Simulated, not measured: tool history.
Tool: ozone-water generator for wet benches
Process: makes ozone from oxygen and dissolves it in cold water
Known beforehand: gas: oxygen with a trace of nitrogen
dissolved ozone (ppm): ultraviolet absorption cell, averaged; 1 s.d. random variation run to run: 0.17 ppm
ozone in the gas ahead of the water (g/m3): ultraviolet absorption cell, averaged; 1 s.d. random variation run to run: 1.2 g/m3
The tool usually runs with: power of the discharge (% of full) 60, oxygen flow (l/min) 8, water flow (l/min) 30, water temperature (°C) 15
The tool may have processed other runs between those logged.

run,hour,power of the discharge (% of full),oxygen flow (l/min),water flow (l/min),water temperature (°C),dissolved ozone (ppm),ozone in the gas ahead of the water (g/m3)
1,0,60,8,30,15,22.1,221.7
2,28.2,60,7.81,30,15,21.8,224.6
3,59.6,60,6.1,30,15,20.7,245.7
4,101.3,60,6.1,30,15,20.8,243.7
5,137.7,60,6.1,40,15,15.9,242.6
6,180.2,75,6.1,28,15,25.3,280.4
7,218.3,50,8,30,15,19.6,199.5
8,285.6,60,4.07,27,15,20.2,281.3
9,316.8,60,4.07,27,15,20.1,282
10,377.8,60,6.43,30,15,21,239.1

Branching from run 10: 4 alternative next runs. What would each branch give?
A,420.9,60,10.32,30,15,?,?
B,420.9,60,10.98,29,15,?,?
C,420.9,87,8,30,23,?,?
D,420.9,60,4.14,30,15,?,?

run,dissolved ozone (ppm),ozone in the gas ahead of the water (g/m3)
A,22.6,198.5
B,23.5,194.1
C,24.1,275.1
D,17.9,278.1
What these runs would have given with no unlogged condition in the tool:
run,dissolved ozone (ppm),ozone in the gas ahead of the water (g/m3)
A,24.5,202.3
B,25.4,197.8
C,26.2,281.7
D,19.3,283.4
